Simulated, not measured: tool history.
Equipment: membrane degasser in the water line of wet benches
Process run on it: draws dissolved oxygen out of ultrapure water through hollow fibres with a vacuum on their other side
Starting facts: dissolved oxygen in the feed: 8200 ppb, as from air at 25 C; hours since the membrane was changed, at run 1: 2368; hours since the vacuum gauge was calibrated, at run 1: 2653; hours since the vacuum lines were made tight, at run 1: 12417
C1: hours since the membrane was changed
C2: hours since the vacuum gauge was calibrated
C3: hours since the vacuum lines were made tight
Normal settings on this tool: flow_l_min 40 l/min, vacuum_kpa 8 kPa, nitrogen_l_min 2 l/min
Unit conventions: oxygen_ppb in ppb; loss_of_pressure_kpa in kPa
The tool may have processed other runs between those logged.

Run 1, hour 0: usual settings; C1 2368; C2 2653; C3 12417. Result: oxygen_ppb 222.8 ppb, loss_of_pressure_kpa 65.9 kPa.
Run 2, hour 108.8: usual settings but flow_l_min 29 l/min; C1 2477; C2 2762; C3 12525. Result: oxygen_ppb 166.6 ppb, loss_of_pressure_kpa 47.79 kPa.
Run 3, hour 199.3: usual settings but flow_l_min 29 l/min; C1 2567; C2 2853; C3 12616. Result: oxygen_ppb 165 ppb, loss_of_pressure_kpa 47.54 kPa.
Run 4, hour 296.6: usual settings but flow_l_min 29 l/min; C1 2665; C2 2950; C3 12713. Result: oxygen_ppb 165 ppb, loss_of_pressure_kpa 47.86 kPa.
Run 5, hour 367.4: usual settings but flow_l_min 29 l/min; C1 2736; C2 3021; C3 12784. Result: oxygen_ppb 165.9 ppb, loss_of_pressure_kpa 48.04 kPa.
Run 6, hour 416.3: usual settings but flow_l_min 29 l/min; C1 2784; C2 3070; C3 12833. Result: oxygen_ppb 165 ppb, loss_of_pressure_kpa 48.02 kPa.
Run 7, hour 525.1: usual settings but flow_l_min 29 l/min; C1 2893; C2 3178; C3 12942. Result: oxygen_ppb 165.1 ppb, loss_of_pressure_kpa 47.42 kPa.
Run 8, hour 603.8: usual settings but flow_l_min 29 l/min; C1 2972; C2 3257; C3 13020. Result: oxygen_ppb 165.9 ppb, loss_of_pressure_kpa 47.81 kPa.
Run 9, hour 653.7: usual settings; C1 3022; C2 3307; C3 13070. Result: oxygen_ppb 223 ppb, loss_of_pressure_kpa 65.7 kPa.
Run 10, hour 738.5: usual settings but flow_l_min 63 l/min; C1 3107; C2 3392; C3 13155. Result: oxygen_ppb 346.7 ppb, loss_of_pressure_kpa 103.79 kPa.
Run 11, hour 836.6: usual settings but flow_l_min 63 l/min; C1 3205; C2 3490; C3 13253. Result: oxygen_ppb 344.8 ppb, loss_of_pressure_kpa 104.11 kPa.
At hour 845.7: vacuum gauge calibrated.
Run 12, hour 902.5: usual settings but flow_l_min 63 l/min, nitrogen_l_min 1.54 l/min; C1 3270; C2 57; C3 13319. Result: oxygen_ppb 416.5 ppb, loss_of_pressure_kpa 103.81 kPa.
Run 13, hour 996.9: usual settings; C1 3364; C2 151; C3 13413. Result: oxygen_ppb 224.8 ppb, loss_of_pressure_kpa 65.94 kPa.
At hour 1042: vacuum gauge calibrated, once more.
Run 14, hour 1050.3: usual settings; C1 3417; C2 8; C3 13466. Result: oxygen_ppb 224.6 ppb, loss_of_pressure_kpa 65.81 kPa.
Run 15, hour 1111.8: usual settings but nitrogen_l_min 1.61 l/min; C1 3479; C2 70; C3 13527. Result: oxygen_ppb 265.6 ppb, loss_of_pressure_kpa 66.19 kPa.
Run 16, hour 1219.7: usual settings but nitrogen_l_min 1.61 l/min; C1 3587; C2 178; C3 13635. Result: oxygen_ppb 266.1 ppb, loss_of_pressure_kpa 66.04 kPa.
Run 17, hour 1328.3: usual settings but nitrogen_l_min 1.61 l/min; C1 3695; C2 286; C3 13744. Result: oxygen_ppb 264.8 ppb, loss_of_pressure_kpa 66.39 kPa.
At hour 1340.3: seals of the vacuum lines changed.
Run 18, hour 1394.3: usual settings but flow_l_min 42 l/min, vacuum_kpa 7.88 kPa, nitrogen_l_min 0.84 l/min; C1 3759; C2 350; C3 54. Result: oxygen_ppb 447.1 ppb, loss_of_pressure_kpa 69.84 kPa.
Run 19, hour 1466: usual settings but flow_l_min 30 l/min, vacuum_kpa 7.41 kPa, nitrogen_l_min 0.83 l/min; C1 3831; C2 422; C3 126. Result: oxygen_ppb 307.1 ppb, loss_of_pressure_kpa 49.99 kPa.
Run 20, hour 1560.7: usual settings but flow_l_min 30 l/min, vacuum_kpa 7.41 kPa, nitrogen_l_min 0.83 l/min; C1 3926; C2 517; C3 220. Result: oxygen_ppb 310 ppb, loss_of_pressure_kpa 49.51 kPa.
Run 21, hour 1626.4: usual settings but vacuum_kpa 7.43 kPa, nitrogen_l_min 2.39 l/min; C1 3991; C2 582; C3 286. Result: oxygen_ppb 170.8 ppb, loss_of_pressure_kpa 66.01 kPa.
Run 22, hour 1678.1: usual settings but flow_l_min 42 l/min, vacuum_kpa 17.1 kPa; C1 4043; C2 634; C3 338. Result: oxygen_ppb 619.1 ppb, loss_of_pressure_kpa 69.42 kPa.
Run 23, hour 1780.4: usual settings but nitrogen_l_min 3.87 l/min; C1 4145; C2 736; C3 440. Result: oxygen_ppb 128.2 ppb, loss_of_pressure_kpa 65.7 kPa.
Run 24, hour 1839.9: usual settings but nitrogen_l_min 3.87 l/min; C1 4205; C2 796; C3 500. Result: oxygen_ppb 127.6 ppb, loss_of_pressure_kpa 66.4 kPa.
Run 25, hour 1923.1: usual settings but flow_l_min 28 l/min, vacuum_kpa 17.12 kPa, nitrogen_l_min 3.87 l/min; C1 4288; C2 879; C3 583. Result: oxygen_ppb 240 ppb, loss_of_pressure_kpa 46.21 kPa.
Run 26, hour 2023.9: usual settings but flow_l_min 45 l/min, vacuum_kpa 17.12 kPa, nitrogen_l_min 4.57 l/min; C1 4389; C2 980; C3 684. Result: oxygen_ppb 330.7 ppb, loss_of_pressure_kpa 74.29 kPa.
Run 27, hour 2080.7: usual settings but nitrogen_l_min 1.98 l/min; C1 4446; C2 1037; C3 740. Result: oxygen_ppb 225.1 ppb, loss_of_pressure_kpa 65.89 kPa.
Run 28, hour 2167.5: usual settings but flow_l_min 45 l/min, nitrogen_l_min 3.04 l/min; C1 4533; C2 1123; C3 827. Result: oxygen_ppb 176.1 ppb, loss_of_pressure_kpa 74.71 kPa.
Run 29, hour 2241.4: usual settings but flow_l_min 45 l/min, nitrogen_l_min 3.04 l/min; C1 4606; C2 1197; C3 901. Result: oxygen_ppb 177 ppb, loss_of_pressure_kpa 74.77 kPa.
Run 30, hour 2319.3: usual settings but flow_l_min 41 l/min, vacuum_kpa 9.95 kPa, nitrogen_l_min 2.28 l/min; C1 4684; C2 1275; C3 979. Result: oxygen_ppb 279.2 ppb, loss_of_pressure_kpa 67.93 kPa.
Run 31, hour 2427.3: usual settings but flow_l_min 32 l/min; C1 4792; C2 1383; C3 1087. Result: oxygen_ppb 179.5 ppb, loss_of_pressure_kpa 53.05 kPa.
Run 32, hour 2489.4: usual settings but vacuum_kpa 9.61 kPa, nitrogen_l_min 1.1 l/min; C1 4854; C2 1445; C3 1149. Result: oxygen_ppb 469.1 ppb, loss_of_pressure_kpa 66.06 kPa.
Run 33, hour 2544.1: usual settings but flow_l_min 50 l/min, vacuum_kpa 7.22 kPa, nitrogen_l_min 3.11 l/min; C1 4909; C2 1500; C3 1204. Result: oxygen_ppb 168.3 ppb, loss_of_pressure_kpa 82.57 kPa.

For some of the steps in oxygen_ppb from one run to the next: how much would appear even if the tool had no hidden state, given the settings, what came in and random variation, and how much remains for the hidden state plus any gauge scatter that the measured result and the result without hidden state don't share?
Hidden state at play: membrane still open, %; true pressure behind the membrane over the reading, kPa; air that leaks in behind the membrane, l/min; drift of the gauge itself on oxygen_ppb, %; drift of the gauge itself on loss_of_pressure_kpa, %.
Run 11 -> 12: nitrogen_l_min 2 -> 1.54, vacuum gauge calibrated. oxygen_ppb +71.7 ppb: hidden state +1.5, all else +70.2.
Run 18 -> 19: flow_l_min 42 -> 30, vacuum_kpa 7.88 -> 7.41, nitrogen_l_min 0.84 -> 0.83. oxygen_ppb -140 ppb: hidden state -1.2, all else -138.8.
Run 21 -> 22: flow_l_min 40 -> 42, vacuum_kpa 7.43 -> 17.1, nitrogen_l_min 2.39 -> 2. oxygen_ppb +448.3 ppb: hidden state +0.3, all else +448.
Run 22 -> 23: flow_l_min 42 -> 40, vacuum_kpa 17.1 -> 8, nitrogen_l_min 2 -> 3.87. oxygen_ppb -490.9 ppb: hidden state -0.6, all else -490.3.
Run 31 -> 32: flow_l_min 32 -> 40, vacuum_kpa 8 -> 9.61, nitrogen_l_min 2 -> 1.1. oxygen_ppb +289.6 ppb: hidden state +2, all else +287.6.
Run 32 -> 33: flow_l_min 40 -> 50, vacuum_kpa 9.61 -> 7.22, nitrogen_l_min 1.1 -> 3.11. oxygen_ppb -300.8 ppb: hidden state -0.8, all else -300.
